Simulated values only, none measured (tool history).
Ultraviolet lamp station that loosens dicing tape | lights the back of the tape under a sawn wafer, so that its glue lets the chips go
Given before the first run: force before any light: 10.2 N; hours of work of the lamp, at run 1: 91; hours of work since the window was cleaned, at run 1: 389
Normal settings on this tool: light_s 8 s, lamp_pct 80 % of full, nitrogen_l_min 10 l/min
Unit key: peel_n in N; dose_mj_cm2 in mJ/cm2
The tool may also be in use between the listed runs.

run,hour,light_s,lamp_pct,nitrogen_l_min,hours of work of the lamp,hours of work since the window was cleaned,peel_n,dose_mj_cm2
1,0.0,8,80,10,91,389,0.794,438
2,66.0,8,80,10,134,431,0.858,429
3,137.7,8,80,10,180,478,0.897,415
# hour 172.3: window cleaned of glue's vapour
4,178.5,8,80,10,206,4,1.001,397
5,226.0,8,80,8,237,35,1.270,384
6,257.1,12,75,10,257,55,0.469,532
7,328.7,12,80,6,304,101,0.722,556
8,379.8,8,65,5,337,134,2.698,294
9,452.9,8,65,5,384,182,2.728,288
10,502.8,13,95,5,416,214,0.542,673

Here are 5 independent what-if runs from the current tool condition. What would each one return?
A,537.0,4,73,10,439,236,?,?
B,537.0,8,98,10,439,236,?,?
C,537.0,13,73,5,439,236,?,?
D,537.0,4,71,10,439,236,?,?
E,537.0,4,80,4,439,236,?,?

run,peel_n,dose_mj_cm2
A,3.950,157
B,0.876,421
C,1.068,511
D,4.145,151
E,4.987,172
Take away the tool's hidden state, keep each run's random variation, and the runs would have read:
run,peel_n,dose_mj_cm2
A,2.708,221
B,0.349,593
C,0.451,720
D,2.877,214
E,3.731,242

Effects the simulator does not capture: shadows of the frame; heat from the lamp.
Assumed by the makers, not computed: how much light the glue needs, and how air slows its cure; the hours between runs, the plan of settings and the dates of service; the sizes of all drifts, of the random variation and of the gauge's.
